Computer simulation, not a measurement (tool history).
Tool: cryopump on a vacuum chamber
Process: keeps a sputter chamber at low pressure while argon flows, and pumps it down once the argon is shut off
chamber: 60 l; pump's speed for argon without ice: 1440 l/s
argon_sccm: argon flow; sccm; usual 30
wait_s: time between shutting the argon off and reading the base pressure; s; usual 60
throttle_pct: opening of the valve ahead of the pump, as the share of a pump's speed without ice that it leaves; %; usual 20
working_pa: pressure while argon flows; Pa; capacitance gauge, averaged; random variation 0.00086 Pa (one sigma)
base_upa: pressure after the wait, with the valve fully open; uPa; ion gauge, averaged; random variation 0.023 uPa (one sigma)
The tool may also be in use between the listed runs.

| run | day | argon_sccm | wait_s | throttle_pct | working_pa | base_upa |
|---|---|---|---|---|---|---|
| 1 | 0 | 30 | 60 | 20 | 0.187 | 1.37 |
| 2 | 0.858 | 30 | 60 | 20 | 0.1874 | 1.33 |
| 3 | 2.292 | 30 | 60 | 20 | 0.1879 | 1.43 |
| 4 | 3.267 | 30 | 60 | 20 | 0.1888 | 1.47 |
| 5 | 4.2 | 30 | 60 | 20 | 0.1894 | 1.42 |
| 6 | 5.421 | 41 | 60 | 20 | 0.2611 | 1.49 |
| 7 | 6.175 | 41 | 60 | 20 | 0.2602 | 1.52 |
| 8 | 7.442 | 30 | 60 | 20 | 0.1918 | 1.56 |
| 9 | 8.875 | 28 | 60 | 20 | 0.1799 | 1.6 |
| 10 | 10.504 | 30 | 60 | 43 | 0.1003 | 1.63 |
| 11 | 11.646 | 30 | 24 | 20 | 0.1945 | 2.59 |
| 12 | 13.025 | 33 | 60 | 20 | 0.1956 | 1.38 |
| 13 | 14.571 | 33 | 60 | 20 | 0.1956 | 1.38 |
| 14 | 16.042 | 33 | 60 | 20 | 0.1956 | 1.4 |
| 15 | 17.238 | 30 | 38 | 20 | 0.1782 | 1.04 |
| 16 | 18.033 | 30 | 60 | 27 | 0.1322 | 0.77 |
| 17 | 18.954 | 30 | 60 | 27 | 0.1333 | 0.81 |
| 18 | 20.008 | 49 | 37 | 20 | 0.2923 | 1.18 |
| 19 | 20.983 | 49 | 37 | 20 | 0.2954 | 1.17 |
| 20 | 21.912 | 12 | 46 | 36 | 0.0409 | 1 |
| 21 | 23.267 | 12 | 46 | 36 | 0.0415 | 1.03 |
| 22 | 24.9 | 18 | 283 | 37 | 0.0611 | 0.44 |
| 23 | 26.117 | 30 | 99 | 22 | 0.1669 | 0.69 |
| 24 | 26.988 | 22 | 132 | 20 | 0.1352 | 0.64 |
| 25 | 28.188 | 22 | 132 | 20 | 0.1349 | 0.66 |
| 26 | 28.879 | 24 | 154 | 20 | 0.149 | 0.6 |
| 27 | 30.375 | 24 | 154 | 20 | 0.1468 | 0.66 |
| 28 | 31.846 | 40 | 154 | 20 | 0.2472 | 0.72 |
| 29 | 33.221 | 16 | 113 | 18 | 0.1114 | 0.79 |
| 30 | 34.338 | 30 | 60 | 27 | 0.1412 | 1.1 |
| 31 | 35.488 | 30 | 60 | 27 | 0.1422 | 1.08 |
| 32 | 37.05 | 15 | 29 | 26 | 0.0734 | 1.67 |
| 33 | 38.129 | 14 | 60 | 22 | 0.0813 | 1.12 |
| 34 | 38.992 | 15 | 136 | 16 | 0.1169 | 0.86 |

Not shown: 2 entries that the log had between the listed runs. Between which runs, and how does the tool's hidden state differ before and after?
Between runs 11 and 12: pump warmed up, emptied and cooled again (day 11.975)
  pump's speed, % of a pump's without ice: 65.3 -> 98.8; cold plate's temperature, K: 12.51 -> 12.52; leak into the chamber, uPa l/s: 1086 -> 1103
  measured less the result without the state, working_pa: +0.0192 -> +0.0009 Pa; base_upa: +0.99 -> +0.59 uPa
Between runs 14 and 15: leaking fittings of the chamber tightened, without venting (day 16.258)
  pump's speed, % of a pump's without ice: 95.6 -> 94.4; cold plate's temperature, K: 12.53 -> 12.54; leak into the chamber, uPa l/s: 1147 -> 327
  measured less the result without the state, working_pa: +0.0023 -> +0.0024 Pa; base_upa: +0.64 -> +0.03 uPa
